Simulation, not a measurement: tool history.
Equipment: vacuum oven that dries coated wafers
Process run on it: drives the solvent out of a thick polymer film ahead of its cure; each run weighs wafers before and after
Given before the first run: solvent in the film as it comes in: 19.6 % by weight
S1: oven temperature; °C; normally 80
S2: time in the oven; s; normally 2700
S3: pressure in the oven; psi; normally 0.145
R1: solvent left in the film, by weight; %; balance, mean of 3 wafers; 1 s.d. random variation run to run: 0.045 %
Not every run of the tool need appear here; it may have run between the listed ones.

run	hour	S1	S2	S3	R1
1	0	80	2700	0.145	1.37
2	13.5	69	2700	0.145	4.06
3	32.8	80	2700	0.145	1.35
4	54.7	80	2700	0.145	1.3
5	69.6	83	2700	0.145	0.97
6	85.1	80	2700	0.145	1.36
7	106.3	80	2700	0.145	1.3
8	132.7	87	2700	0.145	0.61
9	150.7	87	2700	0.145	0.65
10	166.8	87	2700	0.145	0.66
11	182	87	2700	0.145	0.6
12	210	80	2700	0.145	1.3
13	235.4	80	3180	0.145	1.06
14	259.2	80	3180	0.145	1.17
15	273.5	76	3180	0.145	1.74
16	290	76	3180	0.145	1.81
17	312.1	80	2700	0.145	1.43
18	337.8	80	2700	0.145	1.35
19	359.8	84	2880	0.145	0.89
20	387.8	84	2880	0.145	0.85
21	403.6	81	2880	0.107	0.96
22	425	80	1680	0.145	2.96
23	440.8	76	3540	0.178	1.6
24	453.1	76	3300	0.234	2.1
25	466.4	77	2700	0.145	1.99
26	483.2	77	2700	0.209	1.83
27	503.8	70	1500	0.145	6.44
28	531.1	80	2040	0.145	1.79
29	553.1	81	2940	0.396	1.91
30	567.1	88	1560	0.252	1.41
31	593.3	72	2820	0.206	2.97
32	608.5	79	1860	0.268	2.89
33	619.9	80	1560	0.413	3.78
34	645.5	80	2820	0.145	1.15
35	668.1	80	2820	0.145	1.13
36	684	95	2700	0.173	0.49

The log once held 1 entry between its listed runs, left out of this copy. Where does each go, and what is different about the tool's unlogged condition between the listed run before it and the listed run after it?
After run 25, before run 26: oven's thermocouples calibrated (hour 483.2)
  true wafer temperature over the reading, C: -1.18 -> 0.48; true pressure over the reading, kPa: 0.25 -> 0.252
  what was measured, less what the result would be without the hidden state, R1: +0.4 -> +0.06 %
